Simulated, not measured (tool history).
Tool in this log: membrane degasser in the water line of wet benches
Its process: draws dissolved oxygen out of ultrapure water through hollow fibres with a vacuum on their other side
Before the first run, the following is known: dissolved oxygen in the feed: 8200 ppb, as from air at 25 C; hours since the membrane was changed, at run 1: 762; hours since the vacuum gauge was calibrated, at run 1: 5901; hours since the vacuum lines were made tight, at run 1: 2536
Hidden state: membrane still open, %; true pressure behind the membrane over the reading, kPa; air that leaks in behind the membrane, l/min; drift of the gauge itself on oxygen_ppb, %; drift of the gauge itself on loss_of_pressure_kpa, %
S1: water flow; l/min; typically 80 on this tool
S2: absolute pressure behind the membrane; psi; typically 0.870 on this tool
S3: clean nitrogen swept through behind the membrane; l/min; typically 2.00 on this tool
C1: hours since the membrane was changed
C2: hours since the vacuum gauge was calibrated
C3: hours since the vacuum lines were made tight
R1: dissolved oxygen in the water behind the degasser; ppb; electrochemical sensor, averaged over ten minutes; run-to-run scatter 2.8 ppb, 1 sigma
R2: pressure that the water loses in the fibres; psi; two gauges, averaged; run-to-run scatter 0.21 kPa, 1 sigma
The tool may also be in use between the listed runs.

run 1 hour=0.0 | S1=80 S2=0.870 S3=2.00 | C1=762 C2=5901 C3=2536 | R1=313.0 R2=7.105
run 2 hour=38.0 | S1=80 S2=0.870 S3=2.00 | C1=800 C2=5939 C3=2574 | R1=312.3 R2=7.146
run 3 hour=76.1 | S1=80 S2=0.870 S3=2.00 | C1=838 C2=5977 C3=2612 | R1=310.9 R2=7.130
run 4 hour=119.8 | S1=80 S2=0.870 S3=2.00 | C1=882 C2=6020 C3=2655 | R1=314.9 R2=7.146
run 5 hour=164.1 | S1=80 S2=0.870 S3=2.00 | C1=926 C2=6065 C3=2700 | R1=318.7 R2=7.129
run 6 hour=189.0 | S1=80 S2=0.870 S3=2.00 | C1=951 C2=6090 C3=2725 | R1=315.2 R2=7.140
run 7 hour=229.6 | S1=80 S2=1.846 S3=2.00 | C1=992 C2=6130 C3=2765 | R1=809.9 R2=7.182
run 8 hour=271.2 | S1=80 S2=0.870 S3=1.30 | C1=1033 C2=6172 C3=2807 | R1=406.4 R2=7.155
run 9 hour=293.5 | S1=48 S2=0.869 S3=1.52 | C1=1056 C2=6194 C3=2829 | R1=220.3 R2=4.297
run 10 hour=323.5 | S1=110 S2=0.950 S3=1.46 | C1=1086 C2=6224 C3=2859 | R1=642.0 R2=9.742
run 11 hour=357.1 | S1=110 S2=0.950 S3=1.46 | C1=1119 C2=6258 C3=2893 | R1=650.0 R2=9.813
run 12 hour=391.8 | S1=110 S2=0.950 S3=1.46 | C1=1154 C2=6292 C3=2927 | R1=634.0 R2=9.783
run 13 hour=432.5 | S1=78 S2=2.070 S3=3.75 | C1=1194 C2=6333 C3=2968 | R1=553.5 R2=6.879
run 14 hour=470.7 | S1=78 S2=2.070 S3=3.75 | C1=1233 C2=6371 C3=3006 | R1=560.9 R2=6.978
run 15 hour=518.3 | S1=80 S2=0.870 S3=1.67 | C1=1280 C2=6419 C3=3054 | R1=360.2 R2=7.185
run 16 hour=545.2 | S1=80 S2=1.912 S3=1.73 | C1=1307 C2=6446 C3=3081 | R1=926.5 R2=7.184

Alternative continuations, all from the tool just after run 16; predict every row:
run A hour=589.1 | S1=80 S2=0.682 S3=1.73 | C1=1351 C2=6490 C3=3125 | R1=? R2=?
run B hour=589.1 | S1=80 S2=0.525 S3=1.73 | C1=1351 C2=6490 C3=3125 | R1=? R2=?
run C hour=589.1 | S1=89 S2=0.660 S3=1.04 | C1=1351 C2=6490 C3=3125 | R1=? R2=?
run D hour=589.1 | S1=104 S2=1.637 S3=1.73 | C1=1351 C2=6490 C3=3125 | R1=? R2=?
run E hour=589.1 | S1=78 S2=1.521 S3=1.54 | C1=1351 C2=6490 C3=3125 | R1=? R2=?

run=A R1=238.0 R2=7.174
run=B R1=145.0 R2=7.195
run=C R1=338.1 R2=7.971
run=D R1=993.5 R2=9.374
run=E R1=745.6 R2=6.928
With no hidden state in the tool, these same runs would have given:
run=A R1=190.8 R2=7.118
run=B R1=96.9 R2=7.140
run=C R1=267.6 R2=7.910
run=D R1=943.2 R2=9.303
run=E R1=700.7 R2=6.876
